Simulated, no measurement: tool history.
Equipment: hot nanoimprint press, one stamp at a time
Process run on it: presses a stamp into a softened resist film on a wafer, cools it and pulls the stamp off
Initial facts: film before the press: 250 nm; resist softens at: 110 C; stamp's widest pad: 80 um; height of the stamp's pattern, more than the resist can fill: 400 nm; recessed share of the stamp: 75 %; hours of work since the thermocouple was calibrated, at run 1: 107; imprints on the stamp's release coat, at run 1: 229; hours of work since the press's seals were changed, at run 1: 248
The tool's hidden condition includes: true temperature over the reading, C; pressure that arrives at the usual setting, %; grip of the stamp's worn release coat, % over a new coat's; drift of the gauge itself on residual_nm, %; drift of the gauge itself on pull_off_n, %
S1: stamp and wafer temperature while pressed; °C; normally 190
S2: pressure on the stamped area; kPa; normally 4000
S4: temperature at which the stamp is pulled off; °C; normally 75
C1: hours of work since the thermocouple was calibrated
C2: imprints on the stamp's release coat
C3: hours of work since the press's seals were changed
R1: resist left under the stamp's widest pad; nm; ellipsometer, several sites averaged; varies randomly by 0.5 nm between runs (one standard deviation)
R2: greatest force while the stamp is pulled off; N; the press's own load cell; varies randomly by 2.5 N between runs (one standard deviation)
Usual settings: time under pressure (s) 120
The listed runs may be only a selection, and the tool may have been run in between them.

Run 1, hour 0: usual settings; C1 107; C2 229; C3 248. Result: R1 115.8 nm, R2 118 N.
Run 2, hour 26.7: usual settings; C1 118; C2 294; C3 259. Result: R1 116.4 nm, R2 115 N.
Run 3, hour 50.4: usual settings; C1 128; C2 352; C3 269. Result: R1 115.8 nm, R2 117 N.
Run 4, hour 67.5: usual settings; C1 135; C2 393; C3 276. Result: R1 115.9 nm, R2 116 N.
Run 5, hour 96.2: usual settings but S2 2900 kPa; C1 147; C2 463; C3 288. Result: R1 132.4 nm, R2 116 N.
Run 6, hour 126.9: usual settings but S2 2900 kPa; C1 159; C2 538; C3 301. Result: R1 132.6 nm, R2 120 N.
Run 7, hour 148: usual settings but S2 2900 kPa, S4 76 °C; C1 168; C2 589; C3 309. Result: R1 131.5 nm, R2 114 N.
Run 8, hour 177.7: usual settings but S2 3100 kPa, S4 76 °C; C1 181; C2 662; C3 322. Result: R1 127.5 nm, R2 113 N.
Run 9, hour 208: usual settings but S4 60 °C; C1 193; C2 735; C3 334. Result: R1 115.5 nm, R2 126 N.
Run 10, hour 241.8: usual settings but S2 6350 kPa; C1 207; C2 818; C3 348. Result: R1 92.8 nm, R2 117 N.
Run 11, hour 272.4: usual settings; C1 220; C2 892; C3 361. Result: R1 114.1 nm, R2 119 N.
Run 12, hour 304.4: usual settings; C1 233; C2 970; C3 374. Result: R1 114.4 nm, R2 120 N.
At hour 321.4: stamp cleaned and given a new release coat.
Run 13, hour 336: usual settings; C1 244; C2 35; C3 385. Result: R1 113.7 nm, R2 111 N.
Run 14, hour 353.2: usual settings but time under pressure (s) 143; C1 251; C2 77; C3 392. Result: R1 106.9 nm, R2 119 N.
Run 15, hour 380.7: usual settings but time under pressure (s) 143; C1 262; C2 144; C3 404. Result: R1 107.4 nm, R2 116 N.
Run 16, hour 407.7: usual settings but time under pressure (s) 143; C1 274; C2 210; C3 415. Result: R1 107.3 nm, R2 118 N.
Run 17, hour 443: usual settings but S1 186 °C, time under pressure (s) 119, S4 79 °C; C1 288; C2 296; C3 430. Result: R1 131.2 nm, R2 117 N.
Run 18, hour 460.7: usual settings but S1 186 °C, time under pressure (s) 119, S4 61 °C; C1 296; C2 339; C3 437. Result: R1 130.9 nm, R2 124 N.
Run 19, hour 477.8: usual settings but S1 186 °C, time under pressure (s) 119, S4 61 °C; C1 303; C2 381; C3 444. Result: R1 131.5 nm, R2 123 N.
Run 20, hour 498.3: usual settings but S1 186 °C, time under pressure (s) 119, S4 71 °C; C1 311; C2 430; C3 453. Result: R1 131.2 nm, R2 120 N.
Run 21, hour 515.6: usual settings but S1 186 °C, time under pressure (s) 119, S4 71 °C; C1 319; C2 472; C3 460. Result: R1 131.1 nm, R2 120 N.
Run 22, hour 539.9: usual settings but S1 186 °C, time under pressure (s) 131; C1 329; C2 532; C3 470. Result: R1 126.7 nm, R2 120 N.
At hour 547.5: gauge calibrated.
Run 23, hour 576.7: usual settings but S1 186 °C, time under pressure (s) 99; C1 344; C2 621; C3 485. Result: R1 142.6 nm, R2 117 N.
Run 24, hour 606.2: usual settings but S1 200 °C, S2 4130 kPa, time under pressure (s) 83, S4 70 °C; C1 356; C2 693; C3 498. Result: R1 93.3 nm, R2 116 N.
Run 25, hour 640.5: usual settings but S1 200 °C, S2 4130 kPa, time under pressure (s) 83, S4 70 °C; C1 371; C2 777; C3 512. Result: R1 92.4 nm, R2 118 N.
Run 26, hour 658: usual settings but S1 200 °C, S2 4130 kPa, time under pressure (s) 83, S4 70 °C; C1 378; C2 819; C3 519. Result: R1 92.6 nm, R2 126 N.
Run 27, hour 682.6: usual settings but S4 63 °C; C1 388; C2 879; C3 529. Result: R1 116.2 nm, R2 128 N.
At hour 696.3: plate thermocouple calibrated.
Run 28, hour 723.7: usual settings but S4 63 °C; C1 11; C2 972; C3 545. Result: R1 115.4 nm, R2 126 N.
At hour 741.3: stamp cleaned and given a new release coat.
Run 29, hour 755.5: usual settings but S1 181 °C, time under pressure (s) 123; C1 22; C2 35; C3 556. Result: R1 155.2 nm, R2 116 N.
Run 30, hour 792.2: usual settings but S1 181 °C, time under pressure (s) 123; C1 37; C2 124; C3 571. Result: R1 154.6 nm, R2 120 N.

For some of the steps in R1 from one run to the next: how much would appear even if the tool had no hidden state, given the settings, what came in and random variation, and how much remains for the hidden state plus any gauge scatter that the measured result and the result without hidden state don't share?
Run 16 -> 17: S1 190 -> 186, time under pressure (s) 143 -> 119, S4 75 -> 79. R1 +23.9 nm: hidden state -0.6, all else +24.5.
Run 22 -> 23: time under pressure (s) 131 -> 99, gauge calibrated. R1 +15.9 nm: hidden state +2.6, all else +13.3.
Run 23 -> 24: S1 186 -> 200, S2 4000 -> 4130, time under pressure (s) 99 -> 83, S4 75 -> 70. R1 -49.3 nm: hidden state -0.1, all else -49.2.
Run 27 -> 28: plate thermocouple calibrated. R1 -0.8 nm: hidden state -0.5, all else -0.3.
Run 28 -> 29: S1 190 -> 181, time under pressure (s) 120 -> 123, S4 63 -> 75, stamp cleaned and given a new release coat. R1 +39.8 nm: hidden state -0.4, all else +40.2.
